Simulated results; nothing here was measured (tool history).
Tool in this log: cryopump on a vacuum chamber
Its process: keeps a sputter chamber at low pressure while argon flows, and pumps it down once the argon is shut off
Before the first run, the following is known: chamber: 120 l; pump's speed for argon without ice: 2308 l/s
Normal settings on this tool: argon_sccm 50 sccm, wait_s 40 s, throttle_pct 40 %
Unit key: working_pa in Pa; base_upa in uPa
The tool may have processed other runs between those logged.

| run | day | argon_sccm | wait_s | throttle_pct | working_pa | base_upa |
|---|---|---|---|---|---|---|
| 1 | 0 | 50 | 40 | 40 | 0.0977 | 2.23 |
| 2 | 1.1 | 50 | 40 | 40 | 0.0976 | 2.21 |
| 3 | 1.583 | 50 | 40 | 40 | 0.0977 | 2.25 |
| 4 | 2.629 | 50 | 40 | 40 | 0.0992 | 2.19 |
| 5 | 3.112 | 50 | 40 | 40 | 0.098 | 2.24 |
| 6 | 3.808 | 29 | 40 | 40 | 0.057 | 2.25 |
| 7 | 4.925 | 29 | 40 | 40 | 0.0573 | 2.31 |
| 8 | 5.771 | 29 | 40 | 40 | 0.0573 | 2.33 |
| 9 | 6.279 | 29 | 40 | 40 | 0.0573 | 2.27 |
| 10 | 6.958 | 50 | 40 | 20 | 0.1897 | 2.35 |
| 11 | 7.533 | 50 | 40 | 20 | 0.1912 | 2.37 |
| 12 | 8.546 | 50 | 40 | 20 | 0.1919 | 2.43 |
| 13 | 9.2 | 50 | 40 | 40 | 0.101 | 2.49 |
| 14 | 10.346 | 50 | 58 | 40 | 0.101 | 2.31 |
| 15 | 11.096 | 50 | 29 | 40 | 0.101 | 2.77 |
|  | 11.525 | leaking fittings of the chamber tightened, without venting |
| 16 | 12.042 | 35 | 25 | 36 | 0.0773 | 1.34 |
| 17 | 12.533 | 35 | 25 | 36 | 0.077 | 1.38 |
| 18 | 13.146 | 47 | 29 | 16 | 0.2251 | 1.17 |
| 19 | 14.117 | 84 | 28 | 40 | 0.1708 | 1.27 |
| 20 | 14.892 | 27 | 83 | 46 | 0.047 | 0.62 |
| 21 | 15.608 | 50 | 225 | 20 | 0.195 | 0.39 |
|  | 15.942 | pump warmed up, emptied and cooled again |
| 22 | 16.521 | 50 | 225 | 20 | 0.1833 | 0.34 |
| 23 | 17.488 | 23 | 210 | 57 | 0.029 | 0.35 |
| 24 | 18.354 | 63 | 40 | 18 | 0.259 | 0.96 |
| 25 | 18.854 | 52 | 84 | 24 | 0.1606 | 0.61 |
| 26 | 19.904 | 52 | 84 | 24 | 0.1602 | 0.56 |
| 27 | 20.921 | 52 | 84 | 24 | 0.1602 | 0.61 |
| 28 | 21.583 | 50 | 40 | 15 | 0.245 | 1.07 |
| 29 | 22.071 | 92 | 40 | 23 | 0.2957 | 1.01 |
| 30 | 22.867 | 92 | 40 | 23 | 0.2963 | 1.04 |

Forecast each of these 4 alternatives for the next run:
| A | 24.038 | 53 | 40 | 23 | ? | ? |
| B | 24.038 | 83 | 283 | 40 | ? | ? |
| C | 24.038 | 90 | 64 | 53 | ? | ? |
| D | 24.038 | 92 | 32 | 19 | ? | ? |

| run | working_pa | base_upa |
|---|---|---|
| A | 0.1701 | 1.05 |
| B | 0.1564 | 0.44 |
| C | 0.1297 | 0.79 |
| D | 0.3604 | 1.27 |
Had the tool no hidden state, the same runs would have come out as:
| run | working_pa | base_upa |
|---|---|---|
| A | 0.1674 | 0.83 |
| B | 0.1522 | 0.23 |
| C | 0.1251 | 0.58 |
| D | 0.3557 | 1.05 |
